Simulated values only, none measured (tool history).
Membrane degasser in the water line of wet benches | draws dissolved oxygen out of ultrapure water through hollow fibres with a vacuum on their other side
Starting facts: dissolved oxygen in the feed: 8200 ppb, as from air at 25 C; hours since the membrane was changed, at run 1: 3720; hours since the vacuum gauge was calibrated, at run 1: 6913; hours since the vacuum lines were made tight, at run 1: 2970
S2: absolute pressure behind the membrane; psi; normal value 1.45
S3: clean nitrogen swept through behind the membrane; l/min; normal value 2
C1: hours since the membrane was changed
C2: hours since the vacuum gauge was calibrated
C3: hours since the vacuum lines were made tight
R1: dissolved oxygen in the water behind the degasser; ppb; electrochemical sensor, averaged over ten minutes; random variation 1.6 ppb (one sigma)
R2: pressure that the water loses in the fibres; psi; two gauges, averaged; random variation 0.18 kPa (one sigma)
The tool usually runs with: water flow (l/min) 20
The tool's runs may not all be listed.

run 1 hour=0 | water_flow_(l/min)=20 S2=1.45 S3=2 | C1=3720 C2=6913 C3=2970 | R1=185.8 R2=4.735
run 2 hour=119.5 | water_flow_(l/min)=27 S2=1.45 S3=2 | C1=3839 C2=7032 C3=3089 | R1=287.6 R2=6.398
run 3 hour=170.9 | water_flow_(l/min)=27 S2=1.81 S3=2 | C1=3891 C2=7084 C3=3141 | R1=359.3 R2=6.342
run 4 hour=267.5 | water_flow_(l/min)=27 S2=1.81 S3=2 | C1=3987 C2=7180 C3=3237 | R1=356.1 R2=6.419
run 5 hour=324.9 | water_flow_(l/min)=27 S2=1.81 S3=2 | C1=4045 C2=7238 C3=3295 | R1=362.9 R2=6.363
run 6 hour=401.2 | water_flow_(l/min)=27 S2=1.81 S3=2 | C1=4121 C2=7314 C3=3371 | R1=356.4 R2=6.382
run 7 hour=514.6 | water_flow_(l/min)=20 S2=1.45 S3=2 | C1=4234 C2=7427 C3=3485 | R1=188.2 R2=4.727
run 8 hour=608.1 | water_flow_(l/min)=20 S2=1.45 S3=2 | C1=4328 C2=7521 C3=3578 | R1=183.9 R2=4.682
-- hour=694.2 vacuum gauge calibrated
run 9 hour=694.2 | water_flow_(l/min)=17 S2=1.45 S3=2 | C1=4413 C2=0 C3=3664 | R1=150.8 R2=4.019
run 10 hour=794.7 | water_flow_(l/min)=17 S2=1.45 S3=2 | C1=4514 C2=100 C3=3764 | R1=149 R2=3.983
-- hour=850.9 seals of the vacuum lines changed
run 11 hour=850.9 | water_flow_(l/min)=17 S2=1.45 S3=2 | C1=4568 C2=155 C3=0 | R1=150.2 R2=3.952
run 12 hour=924.1 | water_flow_(l/min)=20 S2=1.22 S3=2 | C1=4641 C2=228 C3=73 | R1=148 R2=4.672
run 13 hour=980.1 | water_flow_(l/min)=20 S2=1.22 S3=2 | C1=4697 C2=284 C3=129 | R1=146.6 R2=4.667
run 14 hour=1059.6 | water_flow_(l/min)=20 S2=1.22 S3=2 | C1=4777 C2=363 C3=209 | R1=149.6 R2=4.666
run 15 hour=1124.2 | water_flow_(l/min)=20 S2=3.52 S3=1.56 | C1=4841 C2=428 C3=273 | R1=618.2 R2=4.683
run 16 hour=1223 | water_flow_(l/min)=13 S2=0.94 S3=5.47 | C1=4940 C2=527 C3=372 | R1=23.7 R2=3.039
run 17 hour=1278.1 | water_flow_(l/min)=13 S2=0.94 S3=5.47 | C1=4995 C2=582 C3=427 | R1=22.8 R2=3.044
run 18 hour=1382.8 | water_flow_(l/min)=13 S2=0.94 S3=5.47 | C1=5100 C2=687 C3=532 | R1=23.4 R2=3.037
run 19 hour=1454.7 | water_flow_(l/min)=13 S2=0.94 S3=5.47 | C1=5172 C2=759 C3=604 | R1=22.9 R2=3.059
run 20 hour=1566.7 | water_flow_(l/min)=13 S2=0.94 S3=5.47 | C1=5284 C2=870 C3=716 | R1=23.8 R2=3.02
run 21 hour=1677.2 | water_flow_(l/min)=20 S2=1.45 S3=0.96 | C1=5394 C2=981 C3=826 | R1=333.3 R2=4.672
run 22 hour=1799.2 | water_flow_(l/min)=20 S2=1.45 S3=0.96 | C1=5516 C2=1103 C3=948 | R1=333.2 R2=4.637
run 23 hour=1870.6 | water_flow_(l/min)=20 S2=1.45 S3=0.96 | C1=5588 C2=1174 C3=1020 | R1=328.4 R2=4.682
run 24 hour=1986.1 | water_flow_(l/min)=16 S2=1.55 S3=1.58 | C1=5703 C2=1290 C3=1135 | R1=185.3 R2=3.735
run 25 hour=2085.6 | water_flow_(l/min)=19 S2=2.84 S3=2.47 | C1=5803 C2=1389 C3=1235 | R1=310.9 R2=4.4
run 26 hour=2204.4 | water_flow_(l/min)=13 S2=3.09 S3=4.2 | C1=5922 C2=1508 C3=1353 | R1=140.3 R2=3.046
run 27 hour=2290.4 | water_flow_(l/min)=19 S2=3.09 S3=1.24 | C1=6008 C2=1594 C3=1439 | R1=614.9 R2=4.421

Each row is a separate what-if for the run after 27, all from the same tool condition, not one after another. Results?
run A hour=2364.4 | water_flow_(l/min)=20 S2=2.36 S3=2 | C1=6082 C2=1668 C3=1513 | R1=? R2=?
run B hour=2364.4 | water_flow_(l/min)=19 S2=3.09 S3=1.57 | C1=6082 C2=1668 C3=1513 | R1=? R2=?
run C hour=2364.4 | water_flow_(l/min)=18 S2=1.12 S3=1.57 | C1=6082 C2=1668 C3=1513 | R1=? R2=?

run=A R1=327.1 R2=4.603
run=B R1=502.5 R2=4.424
run=C R1=137.1 R2=4.171
Without the tool's unlogged condition, the same runs would have read:
run=A R1=326.8 R2=4.683
run=B R1=502.2 R2=4.501
run=C R1=136.9 R2=4.242

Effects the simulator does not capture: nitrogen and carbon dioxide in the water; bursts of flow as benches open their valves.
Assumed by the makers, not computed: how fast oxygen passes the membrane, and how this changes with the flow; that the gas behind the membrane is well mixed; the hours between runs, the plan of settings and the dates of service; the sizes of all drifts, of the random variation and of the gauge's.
